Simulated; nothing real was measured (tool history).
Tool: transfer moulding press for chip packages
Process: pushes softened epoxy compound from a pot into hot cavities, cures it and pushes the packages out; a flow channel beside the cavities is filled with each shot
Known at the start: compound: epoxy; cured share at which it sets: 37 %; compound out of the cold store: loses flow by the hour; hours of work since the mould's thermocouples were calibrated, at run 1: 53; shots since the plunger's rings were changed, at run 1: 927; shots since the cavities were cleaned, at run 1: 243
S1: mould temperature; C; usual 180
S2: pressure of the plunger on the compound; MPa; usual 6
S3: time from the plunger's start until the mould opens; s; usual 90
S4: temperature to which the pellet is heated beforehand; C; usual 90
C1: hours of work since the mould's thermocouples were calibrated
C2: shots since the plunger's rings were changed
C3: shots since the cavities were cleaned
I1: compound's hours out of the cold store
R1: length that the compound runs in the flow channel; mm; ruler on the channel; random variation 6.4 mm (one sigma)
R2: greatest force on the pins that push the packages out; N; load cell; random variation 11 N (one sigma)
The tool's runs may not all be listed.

{"run": 1, "hour": 0.0, "S1": 180, "S2": 6, "S3": 90, "S4": 90, "C1": 53, "C2": 927, "C3": 243, "I1": 12.4, "R1": 856, "R2": 617}
{"run": 2, "hour": 10.5, "S1": 180, "S2": 6, "S3": 90, "S4": 90, "C1": 58, "C2": 1024, "C3": 340, "I1": 21.1, "R1": 814, "R2": 643}
{"run": 3, "hour": 23.0, "S1": 180, "S2": 6, "S3": 90, "S4": 90, "C1": 64, "C2": 1138, "C3": 454, "I1": 35.7, "R1": 763, "R2": 650}
{"run": 4, "hour": 34.5, "S1": 180, "S2": 6, "S3": 90, "S4": 90, "C1": 69, "C2": 1243, "C3": 559, "I1": 42.2, "R1": 746, "R2": 645}
{"hour": 39.7, "done": "cavities cleaned with cleaning compound and waxed"}
{"run": 5, "hour": 46.1, "S1": 180, "S2": 6, "S3": 90, "S4": 90, "C1": 74, "C2": 1335, "C3": 58, "I1": 35.7, "R1": 763, "R2": 506}
{"run": 6, "hour": 55.3, "S1": 180, "S2": 5.89, "S3": 90, "S4": 90, "C1": 78, "C2": 1420, "C3": 143, "I1": 8.1, "R1": 868, "R2": 600}
{"run": 7, "hour": 65.7, "S1": 180, "S2": 5.89, "S3": 78, "S4": 90, "C1": 83, "C2": 1514, "C3": 237, "I1": 24.7, "R1": 809, "R2": 772}
{"run": 8, "hour": 72.7, "S1": 180, "S2": 5.89, "S3": 78, "S4": 90, "C1": 86, "C2": 1579, "C3": 302, "I1": 40.9, "R1": 736, "R2": 774}
{"hour": 75.7, "done": "mould's thermocouples calibrated"}
{"run": 9, "hour": 82.7, "S1": 180, "S2": 6, "S3": 90, "S4": 90, "C1": 3, "C2": 1652, "C3": 375, "I1": 47.2, "R1": 721, "R2": 620}
{"run": 10, "hour": 93.2, "S1": 180, "S2": 6, "S3": 90, "S4": 90, "C1": 8, "C2": 1748, "C3": 471, "I1": 14.1, "R1": 857, "R2": 696}
{"run": 11, "hour": 99.1, "S1": 180, "S2": 6, "S3": 90, "S4": 90, "C1": 11, "C2": 1802, "C3": 525, "I1": 21.5, "R1": 812, "R2": 696}
{"hour": 108.0, "done": "cavities cleaned with cleaning compound and waxed"}
{"run": 12, "hour": 109.1, "S1": 180, "S2": 6, "S3": 90, "S4": 90, "C1": 15, "C2": 1879, "C3": 9, "I1": 37.3, "R1": 745, "R2": 485}
{"run": 13, "hour": 118.5, "S1": 180, "S2": 6, "S3": 90, "S4": 90, "C1": 19, "C2": 1966, "C3": 96, "I1": 15.7, "R1": 832, "R2": 540}
{"hour": 123.5, "done": "mould's thermocouples calibrated, once more"}
{"run": 14, "hour": 127.9, "S1": 175, "S2": 6.22, "S3": 101, "S4": 88, "C1": 2, "C2": 2033, "C3": 163, "I1": 17.6, "R1": 849, "R2": 604}
{"run": 15, "hour": 137.0, "S1": 176, "S2": 4.55, "S3": 89, "S4": 96, "C1": 6, "C2": 2116, "C3": 246, "I1": 13, "R1": 738, "R2": 765}
{"run": 16, "hour": 146.9, "S1": 187, "S2": 4.6, "S3": 107, "S4": 92, "C1": 11, "C2": 2207, "C3": 337, "I1": 46.9, "R1": 615, "R2": 514}
{"run": 17, "hour": 159.4, "S1": 187, "S2": 5.42, "S3": 122, "S4": 92, "C1": 17, "C2": 2321, "C3": 451, "I1": 17.4, "R1": 778, "R2": 512}
{"run": 18, "hour": 167.7, "S1": 174, "S2": 6.98, "S3": 72, "S4": 86, "C1": 20, "C2": 2397, "C3": 527, "I1": 17.5, "R1": 893, "R2": 1654}
{"hour": 176.2, "done": "cavities cleaned with cleaning compound and waxed"}
{"run": 19, "hour": 181.2, "S1": 178, "S2": 7.5, "S3": 72, "S4": 88, "C1": 26, "C2": 2506, "C3": 45, "I1": 40.7, "R1": 818, "R2": 844}
{"run": 20, "hour": 190.9, "S1": 180, "S2": 5.54, "S3": 90, "S4": 89, "C1": 30, "C2": 2596, "C3": 135, "I1": 35.4, "R1": 716, "R2": 532}
{"run": 21, "hour": 200.4, "S1": 180, "S2": 5.54, "S3": 90, "S4": 89, "C1": 35, "C2": 2682, "C3": 221, "I1": 47, "R1": 684, "R2": 555}

3 ways to go on from here, each from the tool as it stands after run 21. What would each give?
{"run": "A", "hour": 208.7, "S1": 180, "S2": 6, "S3": 83, "S4": 90, "C1": 39, "C2": 2758, "C3": 297, "I1": 42.5, "R1": "?", "R2": "?"}
{"run": "B", "hour": 208.7, "S1": 180, "S2": 7.38, "S3": 90, "S4": 86, "C1": 39, "C2": 2758, "C3": 297, "I1": 18.3, "R1": "?", "R2": "?"}
{"run": "C", "hour": 208.7, "S1": 180, "S2": 7.07, "S3": 93, "S4": 91, "C1": 39, "C2": 2758, "C3": 297, "I1": 34.4, "R1": "?", "R2": "?"}

run=A R1=730 R2=644
run=B R1=912 R2=637
run=C R1=801 R2=584
Without the tool's hidden state the same runs would have given:
run=A R1=759 R2=503
run=B R1=948 R2=498
run=C R1=833 R2=458
